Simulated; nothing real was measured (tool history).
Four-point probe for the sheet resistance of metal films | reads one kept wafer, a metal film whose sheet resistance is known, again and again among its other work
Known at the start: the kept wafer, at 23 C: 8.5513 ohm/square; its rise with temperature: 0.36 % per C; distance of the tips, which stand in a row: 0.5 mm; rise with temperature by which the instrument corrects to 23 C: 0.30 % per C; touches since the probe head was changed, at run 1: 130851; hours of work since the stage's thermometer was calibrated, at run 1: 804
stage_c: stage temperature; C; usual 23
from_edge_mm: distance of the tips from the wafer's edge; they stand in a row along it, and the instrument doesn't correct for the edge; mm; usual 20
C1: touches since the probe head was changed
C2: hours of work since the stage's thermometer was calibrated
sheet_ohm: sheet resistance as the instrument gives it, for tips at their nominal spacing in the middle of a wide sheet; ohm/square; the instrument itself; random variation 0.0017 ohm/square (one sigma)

{"run": 1, "hour": 0.0, "stage_c": 23, "from_edge_mm": 20, "C1": 130851, "C2": 804, "sheet_ohm": 8.597707}
{"run": 2, "hour": 70.2, "stage_c": 23, "from_edge_mm": 20, "C1": 133054, "C2": 840, "sheet_ohm": 8.598671}
{"run": 3, "hour": 205.9, "stage_c": 23, "from_edge_mm": 20, "C1": 137310, "C2": 909, "sheet_ohm": 8.596784}
{"run": 4, "hour": 284.3, "stage_c": 23, "from_edge_mm": 20, "C1": 139770, "C2": 950, "sheet_ohm": 8.601878}
{"run": 5, "hour": 420.4, "stage_c": 23, "from_edge_mm": 7, "C1": 144037, "C2": 1020, "sheet_ohm": 8.619703}
{"run": 6, "hour": 478.4, "stage_c": 23, "from_edge_mm": 5, "C1": 145857, "C2": 1049, "sheet_ohm": 8.648457}
{"run": 7, "hour": 566.9, "stage_c": 23, "from_edge_mm": 6, "C1": 148634, "C2": 1095, "sheet_ohm": 8.631788}
{"run": 8, "hour": 694.9, "stage_c": 23, "from_edge_mm": 6, "C1": 152648, "C2": 1161, "sheet_ohm": 8.632616}
{"run": 9, "hour": 797.9, "stage_c": 23, "from_edge_mm": 6, "C1": 155878, "C2": 1214, "sheet_ohm": 8.631983}
{"run": 10, "hour": 915.2, "stage_c": 23, "from_edge_mm": 10, "C1": 159560, "C2": 1274, "sheet_ohm": 8.614602}
{"run": 11, "hour": 991.6, "stage_c": 23, "from_edge_mm": 20, "C1": 161955, "C2": 1313, "sheet_ohm": 8.606914}
{"run": 12, "hour": 1051.8, "stage_c": 23, "from_edge_mm": 20, "C1": 163844, "C2": 1344, "sheet_ohm": 8.610054}
{"run": 13, "hour": 1130.7, "stage_c": 23, "from_edge_mm": 20, "C1": 166317, "C2": 1385, "sheet_ohm": 8.611616}
{"run": 14, "hour": 1198.7, "stage_c": 23, "from_edge_mm": 20, "C1": 168451, "C2": 1420, "sheet_ohm": 8.610346}
{"run": 15, "hour": 1334.8, "stage_c": 31, "from_edge_mm": 12, "C1": 172719, "C2": 1490, "sheet_ohm": 8.654626}
{"run": 16, "hour": 1469.9, "stage_c": 24, "from_edge_mm": 8, "C1": 176957, "C2": 1559, "sheet_ohm": 8.629172}
{"run": 17, "hour": 1558.3, "stage_c": 23, "from_edge_mm": 18, "C1": 179731, "C2": 1605, "sheet_ohm": 8.609751}
{"run": 18, "hour": 1673.2, "stage_c": 34, "from_edge_mm": 73, "C1": 183336, "C2": 1664, "sheet_ohm": 8.669159}
{"hour": 1717.8, "done": "new probe head fitted"}
{"run": 19, "hour": 1757.5, "stage_c": 25, "from_edge_mm": 3, "C1": 1246, "C2": 1706, "sheet_ohm": 8.679603}
{"run": 20, "hour": 1855.4, "stage_c": 31, "from_edge_mm": 3, "C1": 4316, "C2": 1757, "sheet_ohm": 8.712831}
{"run": 21, "hour": 1963.9, "stage_c": 31, "from_edge_mm": 3, "C1": 7720, "C2": 1813, "sheet_ohm": 8.715606}
{"run": 22, "hour": 2051.0, "stage_c": 23, "from_edge_mm": 47, "C1": 10453, "C2": 1857, "sheet_ohm": 8.550457}
{"run": 23, "hour": 2135.7, "stage_c": 23, "from_edge_mm": 47, "C1": 13110, "C2": 1901, "sheet_ohm": 8.549933}
{"run": 24, "hour": 2263.4, "stage_c": 25, "from_edge_mm": 7, "C1": 17114, "C2": 1966, "sheet_ohm": 8.583767}
{"run": 25, "hour": 2395.8, "stage_c": 28, "from_edge_mm": 26, "C1": 21267, "C2": 2035, "sheet_ohm": 8.579324}
{"run": 26, "hour": 2524.7, "stage_c": 26, "from_edge_mm": 50, "C1": 25311, "C2": 2101, "sheet_ohm": 8.567154}
{"run": 27, "hour": 2614.1, "stage_c": 25, "from_edge_mm": 12, "C1": 28114, "C2": 2147, "sheet_ohm": 8.574286}

3 ways to go on from here, each from the tool as it stands after run 27. What would each give?
{"hour": 2723.0, "done": "stage's thermometer calibrated"}
{"run": "A", "hour": 2741.5, "stage_c": 19, "from_edge_mm": 30, "C1": 32097, "C2": 10, "sheet_ohm": "?"}
{"hour": 2723.0, "done": "stage's thermometer calibrated"}
{"run": "B", "hour": 2741.5, "stage_c": 25, "from_edge_mm": 16, "C1": 32097, "C2": 10, "sheet_ohm": "?"}
{"hour": 2723.0, "done": "stage's thermometer calibrated"}
{"run": "C", "hour": 2741.5, "stage_c": 26, "from_edge_mm": 48, "C1": 32097, "C2": 10, "sheet_ohm": "?"}

run=A sheet_ohm=8.562048
run=B sheet_ohm=8.599216
run=C sheet_ohm=8.595337
Without the tool's hidden state the same runs would have given:
run=A sheet_ohm=8.530872
run=B sheet_ohm=8.567871
run=C sheet_ohm=8.563999
